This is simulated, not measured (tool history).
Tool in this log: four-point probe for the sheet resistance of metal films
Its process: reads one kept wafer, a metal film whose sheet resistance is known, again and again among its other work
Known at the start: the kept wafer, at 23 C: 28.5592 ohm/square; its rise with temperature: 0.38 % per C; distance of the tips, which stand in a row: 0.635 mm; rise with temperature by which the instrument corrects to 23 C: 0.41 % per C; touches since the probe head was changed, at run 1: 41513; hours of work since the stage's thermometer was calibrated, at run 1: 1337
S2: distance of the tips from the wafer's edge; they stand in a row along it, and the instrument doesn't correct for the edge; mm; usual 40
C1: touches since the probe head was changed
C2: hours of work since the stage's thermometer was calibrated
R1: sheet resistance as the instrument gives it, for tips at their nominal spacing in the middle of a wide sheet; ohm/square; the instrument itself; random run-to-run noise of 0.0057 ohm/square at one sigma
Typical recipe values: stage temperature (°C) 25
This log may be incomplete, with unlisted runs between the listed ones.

run 1 hour=0 | stage_temperature_(°C)=25 S2=40 | C1=41513 C2=1337 | R1=28.692973
run 2 hour=62.2 | stage_temperature_(°C)=25 S2=40 | C1=42260 C2=1363 | R1=28.687976
-- hour=139.6 stage's thermometer calibrated
run 3 hour=158.1 | stage_temperature_(°C)=25 S2=40 | C1=43406 C2=8 | R1=28.711804
run 4 hour=223 | stage_temperature_(°C)=25 S2=40 | C1=44186 C2=34 | R1=28.723904
run 5 hour=272.5 | stage_temperature_(°C)=33 S2=40 | C1=44780 C2=54 | R1=28.658319
run 6 hour=325 | stage_temperature_(°C)=28 S2=40 | C1=45411 C2=76 | R1=28.688372
run 7 hour=403.2 | stage_temperature_(°C)=25 S2=11 | C1=46351 C2=108 | R1=28.768522
run 8 hour=487.7 | stage_temperature_(°C)=25 S2=11 | C1=47367 C2=142 | R1=28.762126
run 9 hour=531.6 | stage_temperature_(°C)=25 S2=11 | C1=47893 C2=160 | R1=28.770758
run 10 hour=609.8 | stage_temperature_(°C)=25 S2=8 | C1=48834 C2=192 | R1=28.823613
run 11 hour=669.5 | stage_temperature_(°C)=25 S2=8 | C1=49550 C2=217 | R1=28.83059
-- hour=673.9 stage's thermometer calibrated, once more
run 12 hour=732.5 | stage_temperature_(°C)=25 S2=40 | C1=50302 C2=24 | R1=28.677232
run 13 hour=792.8 | stage_temperature_(°C)=25 S2=24 | C1=51025 C2=49 | R1=28.674246
run 14 hour=873.9 | stage_temperature_(°C)=25 S2=24 | C1=52000 C2=82 | R1=28.675018
run 15 hour=961.1 | stage_temperature_(°C)=25 S2=24 | C1=53047 C2=117 | R1=28.681642
run 16 hour=1021.5 | stage_temperature_(°C)=25 S2=24 | C1=53774 C2=142 | R1=28.687445
run 17 hour=1075.3 | stage_temperature_(°C)=25 S2=24 | C1=54419 C2=164 | R1=28.685306
run 18 hour=1139.8 | stage_temperature_(°C)=22 S2=40 | C1=55195 C2=191 | R1=28.694743
run 19 hour=1200.7 | stage_temperature_(°C)=25 S2=40 | C1=55927 C2=215 | R1=28.679555
run 20 hour=1266.8 | stage_temperature_(°C)=25 S2=4 | C1=56720 C2=242 | R1=29.063704
run 21 hour=1312.8 | stage_temperature_(°C)=25 S2=11 | C1=57273 C2=261 | R1=28.740617
run 22 hour=1363.9 | stage_temperature_(°C)=25 S2=11 | C1=57887 C2=282 | R1=28.737369
run 23 hour=1414.8 | stage_temperature_(°C)=24 S2=13 | C1=58498 C2=303 | R1=28.739659
run 24 hour=1473.6 | stage_temperature_(°C)=21 S2=14 | C1=59205 C2=327 | R1=28.75938
run 25 hour=1517.7 | stage_temperature_(°C)=21 S2=14 | C1=59735 C2=345 | R1=28.748575
run 26 hour=1601.7 | stage_temperature_(°C)=26 S2=9 | C1=60744 C2=379 | R1=28.758166
run 27 hour=1685.9 | stage_temperature_(°C)=26 S2=9 | C1=61755 C2=414 | R1=28.765447
run 28 hour=1745.7 | stage_temperature_(°C)=33 S2=7 | C1=62474 C2=438 | R1=28.768139
run 29 hour=1798.8 | stage_temperature_(°C)=33 S2=3 | C1=63112 C2=460 | R1=29.321492
run 30 hour=1881.7 | stage_temperature_(°C)=23 S2=70 | C1=64108 C2=494 | R1=28.71375
run 31 hour=1932.1 | stage_temperature_(°C)=22 S2=27 | C1=64713 C2=514 | R1=28.73088
run 32 hour=2019.9 | stage_temperature_(°C)=25 S2=31 | C1=65768 C2=550 | R1=28.705462
run 33 hour=2105.6 | stage_temperature_(°C)=25 S2=31 | C1=66798 C2=585 | R1=28.703236
run 34 hour=2155.3 | stage_temperature_(°C)=25 S2=31 | C1=67395 C2=606 | R1=28.707239
run 35 hour=2229.2 | stage_temperature_(°C)=24 S2=40 | C1=68283 C2=636 | R1=28.715438
run 36 hour=2309 | stage_temperature_(°C)=24 S2=40 | C1=69242 C2=669 | R1=28.722139
run 37 hour=2398.3 | stage_temperature_(°C)=19 S2=19 | C1=70315 C2=705 | R1=28.770509
run 38 hour=2482.5 | stage_temperature_(°C)=18 S2=3 | C1=71325 C2=739 | R1=29.444407
run 39 hour=2568.6 | stage_temperature_(°C)=30 S2=15 | C1=72360 C2=775 | R1=28.711241
run 40 hour=2637 | stage_temperature_(°C)=25 S2=10 | C1=73183 C2=803 | R1=28.787538
run 41 hour=2694 | stage_temperature_(°C)=25 S2=10 | C1=73867 C2=826 | R1=28.797784
run 42 hour=2775.9 | stage_temperature_(°C)=33 S2=63 | C1=74850 C2=859 | R1=28.662763
run 43 hour=2862.1 | stage_temperature_(°C)=33 S2=63 | C1=75887 C2=895 | R1=28.669833
run 44 hour=2928.8 | stage_temperature_(°C)=22 S2=4 | C1=76687 C2=922 | R1=29.143845

Each row is a separate what-if for the run after 44, all from the same tool condition, not one after another. Results?
run A hour=2985.7 | stage_temperature_(°C)=26 S2=33 | C1=77371 C2=945 | R1=?
run B hour=2985.7 | stage_temperature_(°C)=25 S2=16 | C1=77371 C2=945 | R1=?
run C hour=2985.7 | stage_temperature_(°C)=35 S2=40 | C1=77371 C2=945 | R1=?
run D hour=2985.7 | stage_temperature_(°C)=29 S2=19 | C1=77371 C2=945 | R1=?

run=A R1=28.733753
run=B R1=28.764347
run=C R1=28.664381
run=D R1=28.7301
With no hidden state in the tool, these same runs would have given:
run=A R1=28.548599
run=B R1=28.578925
run=C R1=28.480352
run=D R1=28.545206

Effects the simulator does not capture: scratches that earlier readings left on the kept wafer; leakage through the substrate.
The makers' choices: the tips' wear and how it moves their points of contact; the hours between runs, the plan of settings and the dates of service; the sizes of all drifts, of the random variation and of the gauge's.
